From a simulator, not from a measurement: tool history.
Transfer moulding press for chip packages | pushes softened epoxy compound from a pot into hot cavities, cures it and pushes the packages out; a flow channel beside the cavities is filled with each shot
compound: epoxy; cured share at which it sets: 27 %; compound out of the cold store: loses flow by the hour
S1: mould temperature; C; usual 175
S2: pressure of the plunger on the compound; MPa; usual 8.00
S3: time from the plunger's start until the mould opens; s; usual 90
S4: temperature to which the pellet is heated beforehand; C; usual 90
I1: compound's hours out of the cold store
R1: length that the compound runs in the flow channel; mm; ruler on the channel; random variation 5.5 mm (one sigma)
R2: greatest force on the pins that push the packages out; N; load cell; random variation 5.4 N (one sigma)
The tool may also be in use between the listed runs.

run	hour	S1	S2	S3	S4	I1	R1	R2
1	0.0	175	8.00	90	90	18.5	571	240
2	48.6	175	8.00	90	90	37.5	536	296
# hour 75.2: cavities cleaned with cleaning compound and waxed
3	105.3	175	8.00	90	90	25.1	551	244
# hour 150.3: mould's thermocouples calibrated
4	158.9	175	8.00	90	90	19.0	574	343
# hour 170.7: cavities cleaned with cleaning compound and waxed
5	200.0	175	8.00	90	90	15.9	580	270
6	248.9	175	8.00	90	90	34.8	523	333
# hour 262.2: cavities cleaned with cleaning compound and waxed
7	298.4	175	8.00	90	90	37.2	516	272
8	333.2	175	8.00	90	90	47.1	495	317
# hour 341.3: plunger's sealing rings changed
# hour 356.9: cavities cleaned with cleaning compound and waxed
9	372.6	175	8.00	90	90	28.1	585	233
10	434.9	175	8.00	90	90	27.6	573	328
# hour 450.6: cavities cleaned with cleaning compound and waxed
11	492.9	175	8.00	100	90	8.3	624	269
# hour 542.9: cavities cleaned with cleaning compound and waxed
12	551.8	175	8.00	100	90	14.9	603	195
13	610.9	175	8.00	90	90	17.8	593	327
# hour 636.8: cavities cleaned with cleaning compound and waxed
14	658.3	172	8.42	95	93	44.7	545	249
15	683.3	175	8.00	80	84	25.0	567	361
16	718.7	172	7.31	73	85	9.1	595	654
# hour 730.6: cavities cleaned with cleaning compound and waxed
17	754.7	178	8.00	121	90	31.4	543	213
18	812.1	175	8.00	90	93	15.1	582	338
# hour 823.1: cavities cleaned with cleaning compound and waxed
19	858.1	175	8.00	90	93	43.4	519	246
20	903.0	175	8.00	90	91	21.6	562	327
# hour 917.4: cavities cleaned with cleaning compound and waxed
21	929.8	175	7.27	90	97	10.2	559	211
22	991.8	168	6.32	90	98	29.9	488	442
# hour 1012.3: cavities cleaned with cleaning compound and waxed
# hour 1040.7: plunger's sealing rings changed
23	1056.0	168	6.52	78	87	18.0	572	577
24	1093.7	170	7.93	101	98	16.2	616	338
# hour 1110.1: cavities cleaned with cleaning compound and waxed
25	1121.1	180	6.30	82	93	39.0	485	201

Forecast each of these 3 alternatives for the next run:
A	1175.6	182	6.30	73	98	36.1	?	?
B	1175.6	178	8.00	97	91	41.6	?	?
C	1175.6	180	6.30	93	92	25.0	?	?

run	R1	R2
A	484	309
B	553	282
C	509	280
Without the tool's hidden state the same runs would have given:
run	R1	R2
A	493	190
B	562	172
C	519	168

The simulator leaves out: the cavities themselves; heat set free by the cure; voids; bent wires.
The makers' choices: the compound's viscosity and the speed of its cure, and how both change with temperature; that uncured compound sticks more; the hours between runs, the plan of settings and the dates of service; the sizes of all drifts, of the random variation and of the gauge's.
